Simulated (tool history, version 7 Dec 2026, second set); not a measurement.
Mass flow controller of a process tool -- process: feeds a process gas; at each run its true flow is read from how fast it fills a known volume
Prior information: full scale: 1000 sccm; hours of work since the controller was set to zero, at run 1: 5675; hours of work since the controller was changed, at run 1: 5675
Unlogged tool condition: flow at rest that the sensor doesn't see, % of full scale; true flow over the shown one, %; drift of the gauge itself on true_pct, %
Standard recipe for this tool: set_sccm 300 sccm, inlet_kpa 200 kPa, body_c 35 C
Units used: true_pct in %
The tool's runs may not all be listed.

run	hour	set_sccm	inlet_kpa	body_c	hours of work since the controller was set to zero	hours of work since the controller was changed	true_pct
1	0	300	200	35	5675	5675	98.55
2	472.6	530	200	35	5901	5901	99.27
3	899.4	300	200	35	6105	6105	98.64
4	1132.2	300	200	35	6216	6216	98.67
5	1429.8	300	200	35	6358	6358	98.72
6	1704.8	300	200	35	6489	6489	98.63
7	2134.7	300	200	35	6695	6695	98.68
8	2573.5	300	200	35	6904	6904	98.68
9	2842.4	300	155	35	7033	7033	98.71
10	3322.9	436	200	35	7262	7262	99.15
11	3862.5	300	200	37	7520	7520	98.98
12	4274.6	300	147	35	7717	7717	98.8
13	4561.3	300	147	35	7854	7854	98.74
14	5000.7	300	147	35	8063	8063	98.79
15	5376.5	300	147	35	8243	8243	98.81
16	5852.6	300	147	35	8470	8470	98.93
# hour 6123.1: controller's zero set anew
17	6135.3	300	147	35	6	8605	98.85
18	6649.4	300	200	29	251	8851	98.53
19	6952.8	300	200	29	396	8996	98.51
20	7340.5	111	179	35	581	9181	98.44
21	7739	111	170	23	772	9371	97.6
22	7980.4	506	151	27	887	9486	99.01
23	8364.5	994	219	22	1070	9670	100.35
24	8817.9	994	166	22	1287	9886	100.31
25	9217.8	773	141	24	1478	10077	99.78
26	9724.5	227	280	21	1720	10319	98.02
27	10127.8	902	280	22	1913	10512	100.3
28	10457.3	902	280	22	2070	10669	100.23
29	10913.1	193	280	31	2288	10887	98.78
30	11150.2	327	280	36	2401	11000	99.8
31	11416.6	168	280	34	2528	11127	99

Forecast each of these 5 alternatives for the next run:
A	11656.2	180	248	35	2643	11242	?
B	11656.2	199	200	35	2643	11242	?
C	11656.2	168	152	34	2643	11242	?
D	11656.2	178	143	36	2643	11242	?
E	11656.2	300	200	29	2643	11242	?

run	true_pct
A	99.1
B	99.13
C	98.7
D	99
E	98.86
Stripped of hidden state, with their random variation kept, the same runs would have yielded:
run	true_pct
A	98.25
B	98.28
C	97.85
D	98.15
E	98.01

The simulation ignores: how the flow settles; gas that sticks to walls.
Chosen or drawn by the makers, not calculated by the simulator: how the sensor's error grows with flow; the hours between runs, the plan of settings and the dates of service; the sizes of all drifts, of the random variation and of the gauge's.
